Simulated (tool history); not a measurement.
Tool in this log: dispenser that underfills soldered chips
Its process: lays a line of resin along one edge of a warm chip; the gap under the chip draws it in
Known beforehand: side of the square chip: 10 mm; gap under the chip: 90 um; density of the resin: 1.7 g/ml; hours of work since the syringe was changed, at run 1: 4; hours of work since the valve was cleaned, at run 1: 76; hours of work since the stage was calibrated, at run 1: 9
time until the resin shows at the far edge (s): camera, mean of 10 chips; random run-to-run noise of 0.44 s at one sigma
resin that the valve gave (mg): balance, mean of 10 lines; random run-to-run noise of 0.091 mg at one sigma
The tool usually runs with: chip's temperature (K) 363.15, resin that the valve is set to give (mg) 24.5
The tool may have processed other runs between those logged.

run,day,chip's temperature (K),resin that the valve is set to give (mg),hours of work since the syringe was changed,hours of work since the valve was cleaned,hours of work since the stage was calibrated,time until the resin shows at the far edge (s),resin that the valve gave (mg)
1,0,363.15,24.5,4,76,9,43.4,23.48
# day 0.138: new syringe of resin
2,0.171,363.15,24.5,1,79,12,33.8,23.51
3,0.362,358.15,24.5,4,82,15,52.2,23.42
4,0.462,363.15,30.8,6,84,17,49.4,29.39
# day 0.504: new syringe of resin
# day 0.638: dispensing valve cleaned and set on the balance
5,0.738,363.15,30.8,3,2,21,40.9,30.85
6,0.829,363.15,27.5,5,3,22,46.3,27.53
# day 0.921: new syringe of resin
7,1.004,364.15,22.1,1,6,25,36.1,22.07
8,1.212,358.15,23.9,5,10,29,58.7,23.85
# day 1.283: new syringe of resin
9,1.333,377.15,24.5,1,12,31,21.9,24.37
10,1.425,377.15,24.5,3,13,32,24.9,24.5
11,1.562,377.15,24.5,5,16,34,30.1,24.26
# day 1.65: new syringe of resin
12,1.8,374.15,27.4,3,19,38,27.5,27.29

Forecast each of these 3 alternatives for the next run:
A,1.904,351.15,24.3,4,21,40,?,?
B,1.904,359.15,27.4,4,21,40,?,?
C,1.904,373.15,26.8,4,21,40,?,?

run,time until the resin shows at the far edge (s),resin that the valve gave (mg)
A,71.1,24.11
B,52.4,27.21
C,31.8,26.43
Without the tool's unlogged condition, the same runs would have read:
run,time until the resin shows at the far edge (s),resin that the valve gave (mg)
A,49.6,24.37
B,36.7,27.5
C,22,26.71
